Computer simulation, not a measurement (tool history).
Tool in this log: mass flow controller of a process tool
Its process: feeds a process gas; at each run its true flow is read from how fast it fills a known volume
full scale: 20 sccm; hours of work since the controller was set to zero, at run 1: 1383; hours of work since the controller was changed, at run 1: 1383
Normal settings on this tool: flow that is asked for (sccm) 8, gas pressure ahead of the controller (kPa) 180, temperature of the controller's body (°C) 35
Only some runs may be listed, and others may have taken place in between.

run	hour	flow that is asked for (sccm)	gas pressure ahead of the controller (kPa)	temperature of the controller's body (°C)	hours of work since the controller was set to zero	hours of work since the controller was changed	true flow (%)
1	0.0	8	180	35	1383	1383	98.01
2	52.8	8	180	35	1404	1404	98.00
3	141.2	8	187	35	1438	1438	98.09
4	214.8	8	245	35	1468	1468	98.55
5	270.6	8	245	35	1490	1490	98.48
6	350.7	8	180	27	1521	1521	98.36
7	428.8	5	180	35	1552	1552	97.56
8	517.8	5	180	35	1587	1587	97.51
# hour 527.5: controller's zero set anew
9	585.6	8	180	25	23	1614	98.17
10	650.6	8	180	25	49	1639	98.20
11	691.1	5	169	25	65	1655	97.57
# hour 726.4: controller's zero set anew, once more
12	763.6	8	248	35	15	1684	98.88
13	838.4	12	245	22	44	1713	99.65
14	926.5	7	161	34	79	1748	98.25
15	970.0	12	180	35	96	1765	98.52
16	1019.8	16	182	29	116	1785	98.98
17	1063.5	16	182	29	133	1802	99.00
18	1147.6	14	160	31	166	1835	98.68
19	1188.5	6	156	35	182	1851	98.00

Hidden state at the last listed run before each entry between runs and at the first one after, where it differs:
From run 8 to run 9: controller's zero set anew (hour 527.5)
  flow at rest that the sensor doesn't see, % of full scale: -0.223 -> -0.29; true flow over the shown one, %: -0.41 -> -0.42
  measured less the result without the state, true flow (%): -1.30 -> -1.14
From run 11 to run 12: controller's zero set anew, once more (hour 726.4)
  flow at rest that the sensor doesn't see, % of full scale: -0.295 -> -0.049
  measured less the result without the state, true flow (%): -1.60 -> -0.55

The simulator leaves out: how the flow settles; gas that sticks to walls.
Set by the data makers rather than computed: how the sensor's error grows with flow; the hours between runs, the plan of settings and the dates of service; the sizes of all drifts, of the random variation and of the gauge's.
